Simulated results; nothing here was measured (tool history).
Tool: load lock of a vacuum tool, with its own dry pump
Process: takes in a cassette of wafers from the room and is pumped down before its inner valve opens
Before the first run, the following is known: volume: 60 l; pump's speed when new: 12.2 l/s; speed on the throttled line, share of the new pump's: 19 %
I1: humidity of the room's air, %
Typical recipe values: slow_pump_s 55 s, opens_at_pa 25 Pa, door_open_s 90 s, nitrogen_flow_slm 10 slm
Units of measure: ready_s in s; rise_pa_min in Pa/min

{"run": 1, "day": 0.0, "slow_pump_s": 55, "opens_at_pa": 25, "door_open_s": 90, "nitrogen_flow_slm": 10, "I1": 43.8, "ready_s": 90.3, "rise_pa_min": 0.164}
{"run": 2, "day": 12.229, "slow_pump_s": 55, "opens_at_pa": 25, "door_open_s": 90, "nitrogen_flow_slm": 10, "I1": 40.1, "ready_s": 91, "rise_pa_min": 0.171}
{"run": 3, "day": 24.767, "slow_pump_s": 61, "opens_at_pa": 25, "door_open_s": 90, "nitrogen_flow_slm": 10, "I1": 45.3, "ready_s": 95.5, "rise_pa_min": 0.179}
{"run": 4, "day": 33.054, "slow_pump_s": 55, "opens_at_pa": 25, "door_open_s": 90, "nitrogen_flow_slm": 19, "I1": 45.4, "ready_s": 89.7, "rise_pa_min": 0.176}
{"run": 5, "day": 41.379, "slow_pump_s": 55, "opens_at_pa": 25, "door_open_s": 90, "nitrogen_flow_slm": 19, "I1": 45.2, "ready_s": 91.2, "rise_pa_min": 0.177}
{"run": 6, "day": 50.917, "slow_pump_s": 55, "opens_at_pa": 25, "door_open_s": 90, "nitrogen_flow_slm": 19, "I1": 45, "ready_s": 92.4, "rise_pa_min": 0.183}
{"run": 7, "day": 58.258, "slow_pump_s": 55, "opens_at_pa": 25, "door_open_s": 90, "nitrogen_flow_slm": 19, "I1": 46, "ready_s": 90.7, "rise_pa_min": 0.19}
{"run": 8, "day": 71.0, "slow_pump_s": 55, "opens_at_pa": 25, "door_open_s": 90, "nitrogen_flow_slm": 19, "I1": 46.9, "ready_s": 91.3, "rise_pa_min": 0.201}
{"run": 9, "day": 78.071, "slow_pump_s": 55, "opens_at_pa": 25, "door_open_s": 227, "nitrogen_flow_slm": 19, "I1": 50.1, "ready_s": 91.2, "rise_pa_min": 0.228}
{"run": 10, "day": 90.579, "slow_pump_s": 55, "opens_at_pa": 25, "door_open_s": 227, "nitrogen_flow_slm": 19, "I1": 46.1, "ready_s": 91.6, "rise_pa_min": 0.229}
{"run": 11, "day": 100.667, "slow_pump_s": 55, "opens_at_pa": 25, "door_open_s": 227, "nitrogen_flow_slm": 19, "I1": 45.3, "ready_s": 91.9, "rise_pa_min": 0.251}
{"run": 12, "day": 109.225, "slow_pump_s": 55, "opens_at_pa": 25, "door_open_s": 227, "nitrogen_flow_slm": 19, "I1": 47.3, "ready_s": 93, "rise_pa_min": 0.246}
{"run": 13, "day": 118.129, "slow_pump_s": 55, "opens_at_pa": 25, "door_open_s": 227, "nitrogen_flow_slm": 19, "I1": 47.4, "ready_s": 92.2, "rise_pa_min": 0.251}
{"day": 120.121, "done": "dry pump taken out, an overhauled one fitted"}
{"run": 14, "day": 127.475, "slow_pump_s": 55, "opens_at_pa": 25, "door_open_s": 90, "nitrogen_flow_slm": 10, "I1": 45.6, "ready_s": 85.6, "rise_pa_min": 0.24}
{"run": 15, "day": 138.342, "slow_pump_s": 55, "opens_at_pa": 25, "door_open_s": 90, "nitrogen_flow_slm": 10, "I1": 46, "ready_s": 86.2, "rise_pa_min": 0.252}
{"run": 16, "day": 144.317, "slow_pump_s": 55, "opens_at_pa": 25, "door_open_s": 69, "nitrogen_flow_slm": 10, "I1": 45.8, "ready_s": 86.6, "rise_pa_min": 0.253}
{"run": 17, "day": 156.192, "slow_pump_s": 55, "opens_at_pa": 25, "door_open_s": 69, "nitrogen_flow_slm": 10, "I1": 47.1, "ready_s": 87.1, "rise_pa_min": 0.26}
{"run": 18, "day": 161.888, "slow_pump_s": 55, "opens_at_pa": 25, "door_open_s": 69, "nitrogen_flow_slm": 10, "I1": 45.7, "ready_s": 85.7, "rise_pa_min": 0.272}
{"run": 19, "day": 174.083, "slow_pump_s": 42, "opens_at_pa": 25, "door_open_s": 98, "nitrogen_flow_slm": 9, "I1": 41.2, "ready_s": 76, "rise_pa_min": 0.279}
{"run": 20, "day": 183.4, "slow_pump_s": 42, "opens_at_pa": 25, "door_open_s": 98, "nitrogen_flow_slm": 9, "I1": 45.8, "ready_s": 76.5, "rise_pa_min": 0.294}
{"run": 21, "day": 194.904, "slow_pump_s": 42, "opens_at_pa": 25, "door_open_s": 98, "nitrogen_flow_slm": 9, "I1": 47.6, "ready_s": 76.4, "rise_pa_min": 0.309}
{"run": 22, "day": 205.554, "slow_pump_s": 55, "opens_at_pa": 25, "door_open_s": 54, "nitrogen_flow_slm": 24, "I1": 46.1, "ready_s": 86.4, "rise_pa_min": 0.289}
{"run": 23, "day": 217.321, "slow_pump_s": 46, "opens_at_pa": 22, "door_open_s": 221, "nitrogen_flow_slm": 5, "I1": 43.6, "ready_s": 80, "rise_pa_min": 0.351}
{"run": 24, "day": 227.296, "slow_pump_s": 46, "opens_at_pa": 22, "door_open_s": 221, "nitrogen_flow_slm": 5, "I1": 42.3, "ready_s": 80.5, "rise_pa_min": 0.365}
{"run": 25, "day": 237.333, "slow_pump_s": 99, "opens_at_pa": 25, "door_open_s": 90, "nitrogen_flow_slm": 4, "I1": 46.1, "ready_s": 123.2, "rise_pa_min": 0.348}
{"run": 26, "day": 244.312, "slow_pump_s": 58, "opens_at_pa": 48, "door_open_s": 87, "nitrogen_flow_slm": 32, "I1": 43.9, "ready_s": 86.6, "rise_pa_min": 0.324}
{"run": 27, "day": 254.362, "slow_pump_s": 58, "opens_at_pa": 48, "door_open_s": 88, "nitrogen_flow_slm": 13, "I1": 46.4, "ready_s": 85.5, "rise_pa_min": 0.345}
{"run": 28, "day": 261.642, "slow_pump_s": 47, "opens_at_pa": 48, "door_open_s": 101, "nitrogen_flow_slm": 38, "I1": 45.8, "ready_s": 77.2, "rise_pa_min": 0.336}
{"run": 29, "day": 273.158, "slow_pump_s": 55, "opens_at_pa": 20, "door_open_s": 36, "nitrogen_flow_slm": 5, "I1": 41.8, "ready_s": 88.2, "rise_pa_min": 0.353}
{"run": 30, "day": 283.379, "slow_pump_s": 85, "opens_at_pa": 19, "door_open_s": 36, "nitrogen_flow_slm": 25, "I1": 43.1, "ready_s": 113.9, "rise_pa_min": 0.361}
{"run": 31, "day": 292.075, "slow_pump_s": 55, "opens_at_pa": 45, "door_open_s": 85, "nitrogen_flow_slm": 10, "I1": 46, "ready_s": 85, "rise_pa_min": 0.394}
{"run": 32, "day": 302.988, "slow_pump_s": 55, "opens_at_pa": 28, "door_open_s": 90, "nitrogen_flow_slm": 10, "I1": 44.6, "ready_s": 88.1, "rise_pa_min": 0.398}
{"run": 33, "day": 316.0, "slow_pump_s": 90, "opens_at_pa": 28, "door_open_s": 90, "nitrogen_flow_slm": 10, "I1": 45, "ready_s": 114.7, "rise_pa_min": 0.417}
{"run": 34, "day": 327.267, "slow_pump_s": 80, "opens_at_pa": 28, "door_open_s": 30, "nitrogen_flow_slm": 4, "I1": 42.9, "ready_s": 107.4, "rise_pa_min": 0.415}
{"run": 35, "day": 336.825, "slow_pump_s": 80, "opens_at_pa": 28, "door_open_s": 30, "nitrogen_flow_slm": 4, "I1": 45.1, "ready_s": 108.3, "rise_pa_min": 0.432}
{"run": 36, "day": 346.038, "slow_pump_s": 80, "opens_at_pa": 28, "door_open_s": 30, "nitrogen_flow_slm": 7, "I1": 46.6, "ready_s": 107.4, "rise_pa_min": 0.432}

Forecast each of these 3 alternatives for the next run:
{"run": "A", "day": 355.162, "slow_pump_s": 82, "opens_at_pa": 24, "door_open_s": 90, "nitrogen_flow_slm": 10, "I1": 44.7, "ready_s": "?", "rise_pa_min": "?"}
{"run": "B", "day": 355.162, "slow_pump_s": 65, "opens_at_pa": 25, "door_open_s": 90, "nitrogen_flow_slm": 23, "I1": 47.9, "ready_s": "?", "rise_pa_min": "?"}
{"run": "C", "day": 355.162, "slow_pump_s": 80, "opens_at_pa": 28, "door_open_s": 30, "nitrogen_flow_slm": 7, "I1": 45.4, "ready_s": "?", "rise_pa_min": "?"}

run=A ready_s=110.9 rise_pa_min=0.454
run=B ready_s=97 rise_pa_min=0.45
run=C ready_s=107.9 rise_pa_min=0.441
With no hidden state in the tool, these same runs would have given:
run=A ready_s=107.9 rise_pa_min=0.053
run=B ready_s=93.7 rise_pa_min=0.042
run=C ready_s=105 rise_pa_min=0.04

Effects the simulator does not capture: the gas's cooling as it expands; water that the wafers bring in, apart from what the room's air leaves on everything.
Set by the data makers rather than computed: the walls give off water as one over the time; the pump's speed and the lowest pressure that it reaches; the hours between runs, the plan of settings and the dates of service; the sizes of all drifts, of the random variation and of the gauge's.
